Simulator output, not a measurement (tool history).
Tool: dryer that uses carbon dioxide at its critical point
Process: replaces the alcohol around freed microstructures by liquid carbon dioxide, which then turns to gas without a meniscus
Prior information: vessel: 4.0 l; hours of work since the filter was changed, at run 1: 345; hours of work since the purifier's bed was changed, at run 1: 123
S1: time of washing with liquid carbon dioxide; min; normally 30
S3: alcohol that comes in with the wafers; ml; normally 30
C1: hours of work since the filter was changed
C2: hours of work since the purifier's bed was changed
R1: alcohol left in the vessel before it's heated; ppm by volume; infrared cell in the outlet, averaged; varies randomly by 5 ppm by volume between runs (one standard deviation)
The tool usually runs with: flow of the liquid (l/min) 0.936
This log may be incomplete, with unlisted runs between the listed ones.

{"run": 1, "hour": 0.0, "S1": 30, "flow of the liquid (l/min)": 0.936, "S3": 30, "C1": 345, "C2": 123, "R1": 51}
{"run": 2, "hour": 10.2, "S1": 30, "flow of the liquid (l/min)": 0.936, "S3": 30, "C1": 349, "C2": 127, "R1": 40}
{"run": 3, "hour": 19.9, "S1": 30, "flow of the liquid (l/min)": 0.936, "S3": 30, "C1": 353, "C2": 131, "R1": 49}
{"run": 4, "hour": 26.6, "S1": 30, "flow of the liquid (l/min)": 0.936, "S3": 30, "C1": 356, "C2": 134, "R1": 38}
{"run": 5, "hour": 39.4, "S1": 30, "flow of the liquid (l/min)": 0.936, "S3": 30, "C1": 361, "C2": 139, "R1": 45}
{"run": 6, "hour": 46.8, "S1": 30, "flow of the liquid (l/min)": 0.936, "S3": 30, "C1": 364, "C2": 142, "R1": 42}
{"run": 7, "hour": 55.9, "S1": 30, "flow of the liquid (l/min)": 0.936, "S3": 30, "C1": 368, "C2": 146, "R1": 40}
{"run": 8, "hour": 69.5, "S1": 19, "flow of the liquid (l/min)": 0.936, "S3": 30, "C1": 373, "C2": 151, "R1": 160}
{"run": 9, "hour": 76.2, "S1": 19, "flow of the liquid (l/min)": 0.936, "S3": 30, "C1": 376, "C2": 154, "R1": 163}
{"run": 10, "hour": 90.7, "S1": 19, "flow of the liquid (l/min)": 0.936, "S3": 30, "C1": 382, "C2": 160, "R1": 154}
{"run": 11, "hour": 105.1, "S1": 30, "flow of the liquid (l/min)": 0.936, "S3": 30, "C1": 388, "C2": 166, "R1": 56}
{"run": 12, "hour": 113.1, "S1": 30, "flow of the liquid (l/min)": 1.049, "S3": 30, "C1": 391, "C2": 169, "R1": 46}
{"run": 13, "hour": 126.8, "S1": 30, "flow of the liquid (l/min)": 0.936, "S3": 26, "C1": 397, "C2": 175, "R1": 65}
{"run": 14, "hour": 135.7, "S1": 30, "flow of the liquid (l/min)": 0.936, "S3": 30, "C1": 401, "C2": 179, "R1": 58}
{"run": 15, "hour": 142.7, "S1": 41, "flow of the liquid (l/min)": 0.936, "S3": 30, "C1": 404, "C2": 182, "R1": 44}
{"run": 16, "hour": 157.6, "S1": 30, "flow of the liquid (l/min)": 0.936, "S3": 30, "C1": 410, "C2": 188, "R1": 64}
{"run": 17, "hour": 164.7, "S1": 30, "flow of the liquid (l/min)": 1.077, "S3": 30, "C1": 413, "C2": 191, "R1": 48}
{"run": 18, "hour": 180.0, "S1": 47, "flow of the liquid (l/min)": 1.077, "S3": 30, "C1": 419, "C2": 197, "R1": 50}
{"run": 19, "hour": 190.6, "S1": 47, "flow of the liquid (l/min)": 1.077, "S3": 30, "C1": 423, "C2": 201, "R1": 45}
{"run": 20, "hour": 198.9, "S1": 47, "flow of the liquid (l/min)": 1.077, "S3": 30, "C1": 427, "C2": 205, "R1": 51}
{"run": 21, "hour": 210.3, "S1": 30, "flow of the liquid (l/min)": 1.508, "S3": 30, "C1": 432, "C2": 209, "R1": 47}
{"hour": 213.9, "done": "inlet filter changed"}
{"run": 22, "hour": 218.7, "S1": 30, "flow of the liquid (l/min)": 1.508, "S3": 30, "C1": 2, "C2": 212, "R1": 44}
{"run": 23, "hour": 232.4, "S1": 30, "flow of the liquid (l/min)": 1.508, "S3": 30, "C1": 8, "C2": 218, "R1": 49}
{"run": 24, "hour": 244.6, "S1": 30, "flow of the liquid (l/min)": 0.936, "S3": 29, "C1": 13, "C2": 223, "R1": 53}
{"run": 25, "hour": 258.9, "S1": 28, "flow of the liquid (l/min)": 1.452, "S3": 22, "C1": 19, "C2": 229, "R1": 50}
{"run": 26, "hour": 267.8, "S1": 21, "flow of the liquid (l/min)": 1.287, "S3": 30, "C1": 22, "C2": 233, "R1": 61}
{"run": 27, "hour": 276.6, "S1": 21, "flow of the liquid (l/min)": 1.287, "S3": 30, "C1": 26, "C2": 236, "R1": 72}
{"run": 28, "hour": 288.8, "S1": 21, "flow of the liquid (l/min)": 1.287, "S3": 30, "C1": 31, "C2": 241, "R1": 64}
{"run": 29, "hour": 298.6, "S1": 34, "flow of the liquid (l/min)": 0.592, "S3": 23, "C1": 35, "C2": 246, "R1": 115}
{"run": 30, "hour": 314.0, "S1": 28, "flow of the liquid (l/min)": 0.695, "S3": 30, "C1": 41, "C2": 252, "R1": 124}
{"run": 31, "hour": 328.7, "S1": 20, "flow of the liquid (l/min)": 0.934, "S3": 83, "C1": 47, "C2": 258, "R1": 291}
{"run": 32, "hour": 344.5, "S1": 26, "flow of the liquid (l/min)": 1.036, "S3": 34, "C1": 54, "C2": 264, "R1": 67}
{"run": 33, "hour": 352.3, "S1": 26, "flow of the liquid (l/min)": 1.036, "S3": 34, "C1": 57, "C2": 268, "R1": 64}
{"run": 34, "hour": 364.9, "S1": 29, "flow of the liquid (l/min)": 0.936, "S3": 53, "C1": 62, "C2": 273, "R1": 77}
{"run": 35, "hour": 371.6, "S1": 23, "flow of the liquid (l/min)": 0.936, "S3": 65, "C1": 65, "C2": 276, "R1": 154}
{"run": 36, "hour": 387.4, "S1": 35, "flow of the liquid (l/min)": 0.936, "S3": 28, "C1": 72, "C2": 282, "R1": 57}
{"run": 37, "hour": 402.9, "S1": 35, "flow of the liquid (l/min)": 0.936, "S3": 28, "C1": 78, "C2": 289, "R1": 68}
{"run": 38, "hour": 410.9, "S1": 45, "flow of the liquid (l/min)": 1.291, "S3": 105, "C1": 81, "C2": 292, "R1": 58}
{"run": 39, "hour": 425.7, "S1": 45, "flow of the liquid (l/min)": 0.755, "S3": 83, "C1": 87, "C2": 298, "R1": 78}
{"run": 40, "hour": 438.6, "S1": 23, "flow of the liquid (l/min)": 0.614, "S3": 23, "C1": 93, "C2": 303, "R1": 276}
{"run": 41, "hour": 448.0, "S1": 30, "flow of the liquid (l/min)": 0.867, "S3": 30, "C1": 97, "C2": 307, "R1": 87}
{"run": 42, "hour": 457.4, "S1": 38, "flow of the liquid (l/min)": 0.936, "S3": 113, "C1": 101, "C2": 311, "R1": 81}
{"run": 43, "hour": 470.8, "S1": 35, "flow of the liquid (l/min)": 1.584, "S3": 52, "C1": 106, "C2": 317, "R1": 72}
{"run": 44, "hour": 480.1, "S1": 28, "flow of the liquid (l/min)": 1.16, "S3": 51, "C1": 110, "C2": 320, "R1": 79}
{"run": 45, "hour": 491.3, "S1": 28, "flow of the liquid (l/min)": 1.16, "S3": 51, "C1": 115, "C2": 325, "R1": 73}
{"run": 46, "hour": 503.4, "S1": 29, "flow of the liquid (l/min)": 0.936, "S3": 61, "C1": 120, "C2": 330, "R1": 107}
{"run": 47, "hour": 519.0, "S1": 29, "flow of the liquid (l/min)": 0.936, "S3": 61, "C1": 126, "C2": 337, "R1": 103}

Below are 4 alternative next runs, each starting from the tool's condition after run 47. Predict each:
{"run": "A", "hour": 530.4, "S1": 19, "flow of the liquid (l/min)": 1.047, "S3": 55, "C1": 131, "C2": 341, "R1": "?"}
{"run": "B", "hour": 530.4, "S1": 18, "flow of the liquid (l/min)": 0.936, "S3": 28, "C1": 131, "C2": 341, "R1": "?"}
{"run": "C", "hour": 530.4, "S1": 30, "flow of the liquid (l/min)": 0.936, "S3": 59, "C1": 131, "C2": 341, "R1": "?"}
{"run": "D", "hour": 530.4, "S1": 30, "flow of the liquid (l/min)": 0.605, "S3": 30, "C1": 131, "C2": 341, "R1": "?"}

run=A R1=183
run=B R1=196
run=C R1=104
run=D R1=180
Take away the tool's hidden state, keep each run's random variation, and the runs would have read:
run=A R1=97
run=B R1=110
run=C R1=27
run=D R1=96
